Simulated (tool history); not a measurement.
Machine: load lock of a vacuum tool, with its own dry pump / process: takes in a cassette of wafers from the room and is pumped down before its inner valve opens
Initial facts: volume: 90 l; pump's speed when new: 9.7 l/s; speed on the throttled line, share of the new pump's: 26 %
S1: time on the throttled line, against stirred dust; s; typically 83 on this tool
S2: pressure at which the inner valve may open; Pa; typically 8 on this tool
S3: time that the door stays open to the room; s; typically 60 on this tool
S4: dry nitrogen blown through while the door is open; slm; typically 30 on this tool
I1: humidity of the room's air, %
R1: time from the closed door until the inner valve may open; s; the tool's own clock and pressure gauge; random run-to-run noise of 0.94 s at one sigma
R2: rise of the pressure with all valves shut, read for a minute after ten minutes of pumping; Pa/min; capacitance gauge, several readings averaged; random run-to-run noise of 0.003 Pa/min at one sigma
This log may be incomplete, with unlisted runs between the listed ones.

Run 1, hour 0.0: usual settings; I1 44.8. Result: R1 150.8 s, R2 0.024 Pa/min.
Run 2, hour 50.4: usual settings; I1 46.6. Result: R1 148.4 s, R2 0.030 Pa/min.
Run 3, hour 101.6: usual settings; I1 42.6. Result: R1 150.7 s, R2 0.029 Pa/min.
Run 4, hour 164.2: usual settings but S2 9 Pa; I1 44.3. Result: R1 148.2 s, R2 0.028 Pa/min.
Run 5, hour 261.5: usual settings; I1 46.4. Result: R1 150.1 s, R2 0.033 Pa/min.
Run 6, hour 360.6: usual settings; I1 43.6. Result: R1 149.2 s, R2 0.027 Pa/min.
Run 7, hour 413.0: usual settings but S4 8 slm; I1 43.1. Result: R1 149.9 s, R2 0.046 Pa/min.
Run 8, hour 467.2: usual settings but S1 53 s, S4 38 slm; I1 45.0. Result: R1 127.4 s, R2 0.025 Pa/min.
Run 9, hour 542.8: usual settings but S1 53 s, S2 13 Pa, S3 108 s, S4 38 slm; I1 47.6. Result: R1 122.9 s, R2 0.037 Pa/min.
Run 10, hour 600.0: usual settings but S3 96 s, S4 5 slm; I1 44.9. Result: R1 151.1 s, R2 0.066 Pa/min.
Run 11, hour 655.0: usual settings but S3 131 s, S4 27 slm; I1 47.2. Result: R1 149.8 s, R2 0.048 Pa/min.

Predict each of these 4 candidate next runs independently; none follows another, all start after run 11:
Run A, hour 701.2: usual settings but S1 124 s, S2 7 Pa, S4 14 slm; I1 47.4. Result: R1 ?, R2 ?.
Run B, hour 701.2: usual settings but S4 23 slm; I1 45.2. Result: R1 ?, R2 ?.
Run C, hour 701.2: usual settings but S1 102 s, S3 131 s, S4 4 slm; I1 46.8. Result: R1 ?, R2 ?.
Run D, hour 701.2: usual settings but S3 126 s, S4 27 slm; I1 47.0. Result: R1 ?, R2 ?.

run     R1     R2
  A  181.3  0.040
  B  151.5  0.030
  C  165.0  0.079
  D  149.9  0.043
What these runs would have given with no unlogged condition in the tool:
run     R1     R2
  A  181.2  0.040
  B  151.4  0.030
  C  164.9  0.078
  D  149.8  0.043
